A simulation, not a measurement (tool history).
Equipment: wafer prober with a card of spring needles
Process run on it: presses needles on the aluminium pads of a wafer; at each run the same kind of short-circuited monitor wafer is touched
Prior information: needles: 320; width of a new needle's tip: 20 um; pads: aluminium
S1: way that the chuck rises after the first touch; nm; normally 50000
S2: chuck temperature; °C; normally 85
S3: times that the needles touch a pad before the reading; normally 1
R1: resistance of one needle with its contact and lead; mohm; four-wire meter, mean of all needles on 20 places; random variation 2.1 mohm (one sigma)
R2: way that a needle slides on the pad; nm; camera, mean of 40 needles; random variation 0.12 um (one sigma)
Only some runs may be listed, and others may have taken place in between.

{"run": 1, "hour": 0.0, "S1": 50000, "S2": 85, "S3": 1, "R1": 340, "R2": 6620}
{"hour": 1.1, "done": "tips cleaned on abrasive film"}
{"hour": 6.2, "done": "tips cleaned on abrasive film"}
{"hour": 11.4, "done": "tips cleaned on abrasive film"}
{"hour": 15.5, "done": "tips cleaned on abrasive film"}
{"hour": 20.6, "done": "tips cleaned on abrasive film"}
{"hour": 24.7, "done": "tips cleaned on abrasive film"}
{"hour": 29.8, "done": "tips cleaned on abrasive film"}
{"hour": 35.0, "done": "tips cleaned on abrasive film"}
{"hour": 40.1, "done": "tips cleaned on abrasive film"}
{"hour": 45.2, "done": "tips cleaned on abrasive film"}
{"run": 2, "hour": 47.1, "S1": 50000, "S2": 85, "S3": 1, "R1": 307, "R2": 6330}
{"hour": 50.2, "done": "tips cleaned on abrasive film"}
{"hour": 55.4, "done": "tips cleaned on abrasive film"}
{"hour": 59.5, "done": "tips cleaned on abrasive film"}
{"hour": 64.6, "done": "tips cleaned on abrasive film"}
{"hour": 69.7, "done": "tips cleaned on abrasive film"}
{"hour": 73.8, "done": "tips cleaned on abrasive film"}
{"hour": 79.0, "done": "tips cleaned on abrasive film"}
{"hour": 84.1, "done": "tips cleaned on abrasive film"}
{"hour": 89.2, "done": "tips cleaned on abrasive film"}
{"hour": 94.3, "done": "tips cleaned on abrasive film"}
{"hour": 99.5, "done": "tips cleaned on abrasive film"}
{"hour": 104.6, "done": "tips cleaned on abrasive film"}
{"run": 3, "hour": 105.5, "S1": 62000, "S2": 85, "S3": 1, "R1": 259, "R2": 8120}
{"hour": 109.6, "done": "tips cleaned on abrasive film"}
{"hour": 113.7, "done": "tips cleaned on abrasive film"}
{"hour": 118.8, "done": "tips cleaned on abrasive film"}
{"hour": 124.0, "done": "tips cleaned on abrasive film"}
{"hour": 129.1, "done": "tips cleaned on abrasive film"}
{"hour": 134.2, "done": "tips cleaned on abrasive film"}
{"hour": 138.3, "done": "tips cleaned on abrasive film"}
{"hour": 143.5, "done": "tips cleaned on abrasive film"}
{"hour": 148.6, "done": "tips cleaned on abrasive film"}
{"run": 4, "hour": 148.6, "S1": 62000, "S2": 85, "S3": 1, "R1": 247, "R2": 7950}
{"hour": 152.7, "done": "tips cleaned on abrasive film"}
{"hour": 157.9, "done": "tips cleaned on abrasive film"}
{"hour": 163.0, "done": "tips cleaned on abrasive film"}
{"hour": 166.3, "done": "height of the first contact set anew"}
{"hour": 168.4, "done": "tips cleaned on abrasive film"}
{"hour": 172.5, "done": "tips cleaned on abrasive film"}
{"hour": 177.6, "done": "tips cleaned on abrasive film"}
{"hour": 181.8, "done": "tips cleaned on abrasive film"}
{"hour": 186.9, "done": "tips cleaned on abrasive film"}
{"hour": 191.0, "done": "tips cleaned on abrasive film"}
{"hour": 195.1, "done": "tips cleaned on abrasive film"}
{"run": 5, "hour": 195.1, "S1": 50000, "S2": 85, "S3": 1, "R1": 261, "R2": 5990}
{"hour": 199.4, "done": "tips cleaned on abrasive film"}
{"hour": 203.5, "done": "tips cleaned on abrasive film"}
{"hour": 208.6, "done": "tips cleaned on abrasive film"}
{"hour": 213.8, "done": "tips cleaned on abrasive film"}
{"hour": 217.9, "done": "tips cleaned on abrasive film"}
{"hour": 223.0, "done": "tips cleaned on abrasive film"}
{"hour": 228.1, "done": "tips cleaned on abrasive film"}
{"hour": 233.3, "done": "tips cleaned on abrasive film"}
{"hour": 237.4, "done": "tips cleaned on abrasive film"}
{"hour": 242.5, "done": "tips cleaned on abrasive film"}
{"hour": 247.6, "done": "tips cleaned on abrasive film"}
{"run": 6, "hour": 249.3, "S1": 50000, "S2": 85, "S3": 1, "R1": 332, "R2": 5780}
{"hour": 252.4, "done": "tips cleaned on abrasive film"}
{"hour": 257.5, "done": "tips cleaned on abrasive film"}
{"hour": 261.6, "done": "tips cleaned on abrasive film"}
{"hour": 266.8, "done": "tips cleaned on abrasive film"}
{"hour": 271.9, "done": "tips cleaned on abrasive film"}
{"hour": 277.0, "done": "tips cleaned on abrasive film"}
{"hour": 282.1, "done": "tips cleaned on abrasive film"}
{"hour": 286.3, "done": "tips cleaned on abrasive film"}
{"hour": 291.4, "done": "tips cleaned on abrasive film"}
{"hour": 296.5, "done": "tips cleaned on abrasive film"}
{"hour": 301.6, "done": "tips cleaned on abrasive film"}
{"hour": 306.8, "done": "tips cleaned on abrasive film"}
{"run": 7, "hour": 309.4, "S1": 50000, "S2": 85, "S3": 1, "R1": 377, "R2": 5450}
{"hour": 311.5, "done": "tips cleaned on abrasive film"}
{"hour": 315.6, "done": "tips cleaned on abrasive film"}
{"hour": 320.7, "done": "tips cleaned on abrasive film"}
{"hour": 325.9, "done": "tips cleaned on abrasive film"}
{"hour": 331.0, "done": "tips cleaned on abrasive film"}
{"hour": 336.1, "done": "tips cleaned on abrasive film"}
{"hour": 341.2, "done": "tips cleaned on abrasive film"}
{"hour": 345.3, "done": "tips cleaned on abrasive film"}
{"hour": 350.5, "done": "tips cleaned on abrasive film"}
{"run": 8, "hour": 350.6, "S1": 50000, "S2": 32, "S3": 1, "R1": 252, "R2": 5450}
{"hour": 354.7, "done": "tips cleaned on abrasive film"}
{"hour": 358.8, "done": "tips cleaned on abrasive film"}
{"hour": 363.9, "done": "tips cleaned on abrasive film"}
{"hour": 369.1, "done": "tips cleaned on abrasive film"}
{"hour": 373.2, "done": "tips cleaned on abrasive film"}
{"hour": 378.3, "done": "tips cleaned on abrasive film"}
{"hour": 382.4, "done": "tips cleaned on abrasive film"}
{"hour": 387.5, "done": "tips cleaned on abrasive film"}
{"hour": 392.7, "done": "tips cleaned on abrasive film"}
{"hour": 397.8, "done": "tips cleaned on abrasive film"}
{"hour": 401.9, "done": "tips cleaned on abrasive film"}
{"run": 9, "hour": 404.3, "S1": 50000, "S2": 32, "S3": 1, "R1": 404, "R2": 5120}
{"hour": 406.4, "done": "tips cleaned on abrasive film"}
{"hour": 410.5, "done": "tips cleaned on abrasive film"}
{"hour": 415.7, "done": "tips cleaned on abrasive film"}
{"hour": 420.8, "done": "tips cleaned on abrasive film"}
{"hour": 424.9, "done": "tips cleaned on abrasive film"}
{"hour": 430.0, "done": "tips cleaned on abrasive film"}
{"hour": 435.1, "done": "tips cleaned on abrasive film"}
{"hour": 439.5, "done": "height of the first contact set anew, once more"}
{"hour": 439.6, "done": "tips cleaned on abrasive film"}
{"run": 10, "hour": 442.3, "S1": 50000, "S2": 32, "S3": 1, "R1": 327, "R2": 7040}
{"hour": 444.4, "done": "tips cleaned on abrasive film"}
{"hour": 448.5, "done": "tips cleaned on abrasive film"}
{"hour": 453.7, "done": "tips cleaned on abrasive film"}
{"hour": 457.8, "done": "tips cleaned on abrasive film"}
{"hour": 462.9, "done": "tips cleaned on abrasive film"}
{"hour": 468.0, "done": "tips cleaned on abrasive film"}
{"hour": 473.2, "done": "tips cleaned on abrasive film"}
{"hour": 478.3, "done": "tips cleaned on abrasive film"}
{"hour": 483.4, "done": "tips cleaned on abrasive film"}
{"hour": 488.5, "done": "tips cleaned on abrasive film"}
{"hour": 492.6, "done": "tips cleaned on abrasive film"}
{"run": 11, "hour": 495.3, "S1": 50000, "S2": 82, "S3": 1, "R1": 330, "R2": 6720}
{"hour": 497.4, "done": "tips cleaned on abrasive film"}
{"hour": 502.5, "done": "tips cleaned on abrasive film"}
{"hour": 506.6, "done": "tips cleaned on abrasive film"}
{"hour": 511.7, "done": "tips cleaned on abrasive film"}
{"hour": 516.9, "done": "tips cleaned on abrasive film"}
{"hour": 522.0, "done": "tips cleaned on abrasive film"}
{"hour": 527.1, "done": "tips cleaned on abrasive film"}
{"hour": 532.2, "done": "tips cleaned on abrasive film"}
{"hour": 537.4, "done": "tips cleaned on abrasive film"}
{"hour": 542.5, "done": "tips cleaned on abrasive film"}
{"hour": 547.6, "done": "tips cleaned on abrasive film"}
{"run": 12, "hour": 549.3, "S1": 50000, "S2": 82, "S3": 1, "R1": 317, "R2": 6800}
{"hour": 552.4, "done": "tips cleaned on abrasive film"}
{"hour": 557.6, "done": "tips cleaned on abrasive film"}
{"hour": 562.7, "done": "tips cleaned on abrasive film"}
{"hour": 566.8, "done": "tips cleaned on abrasive film"}
{"hour": 570.9, "done": "tips cleaned on abrasive film"}
{"hour": 576.1, "done": "tips cleaned on abrasive film"}
{"hour": 580.2, "done": "tips cleaned on abrasive film"}
{"run": 13, "hour": 582.5, "S1": 50000, "S2": 82, "S3": 1, "R1": 337, "R2": 6660}
{"hour": 584.6, "done": "tips cleaned on abrasive film"}
{"hour": 589.7, "done": "tips cleaned on abrasive film"}
{"hour": 594.8, "done": "tips cleaned on abrasive film"}
{"hour": 600.0, "done": "tips cleaned on abrasive film"}
{"hour": 605.1, "done": "tips cleaned on abrasive film"}
{"hour": 610.2, "done": "tips cleaned on abrasive film"}
{"hour": 614.3, "done": "tips cleaned on abrasive film"}
{"run": 14, "hour": 614.5, "S1": 57000, "S2": 60, "S3": 1, "R1": 248, "R2": 7570}
{"hour": 618.6, "done": "tips cleaned on abrasive film"}
{"hour": 623.8, "done": "tips cleaned on abrasive film"}
{"hour": 628.9, "done": "tips cleaned on abrasive film"}
{"hour": 634.0, "done": "tips cleaned on abrasive film"}
{"hour": 639.1, "done": "tips cleaned on abrasive film"}
{"hour": 644.2, "done": "tips cleaned on abrasive film"}
{"hour": 648.4, "done": "tips cleaned on abrasive film"}
{"hour": 653.5, "done": "tips cleaned on abrasive film"}
{"run": 15, "hour": 656.5, "S1": 57000, "S2": 60, "S3": 1, "R1": 327, "R2": 7330}

The next listed run, before its measurement:
{"hour": 658.6, "done": "tips cleaned on abrasive film"}
{"hour": 662.7, "done": "tips cleaned on abrasive film"}
{"hour": 667.8, "done": "tips cleaned on abrasive film"}
{"hour": 673.0, "done": "tips cleaned on abrasive film"}
{"hour": 678.1, "done": "tips cleaned on abrasive film"}
{"hour": 682.2, "done": "tips cleaned on abrasive film"}
{"hour": 687.3, "done": "tips cleaned on abrasive film"}
{"hour": 692.5, "done": "tips cleaned on abrasive film"}
{"hour": 696.6, "done": "tips cleaned on abrasive film"}
{"hour": 701.7, "done": "tips cleaned on abrasive film"}
{"hour": 706.8, "done": "tips cleaned on abrasive film"}
{"hour": 711.9, "done": "tips cleaned on abrasive film"}
{"run": 16, "hour": 712.9, "S1": 54000, "S2": 40, "S3": 1, "R1": "?", "R2": "?"}

R1: 290 mohm
R2: 6840 nm
Take away the tool's hidden state, keep the run-to-run variation as it was, and the same run would have given R1 220 mohm, R2 7620 nm.
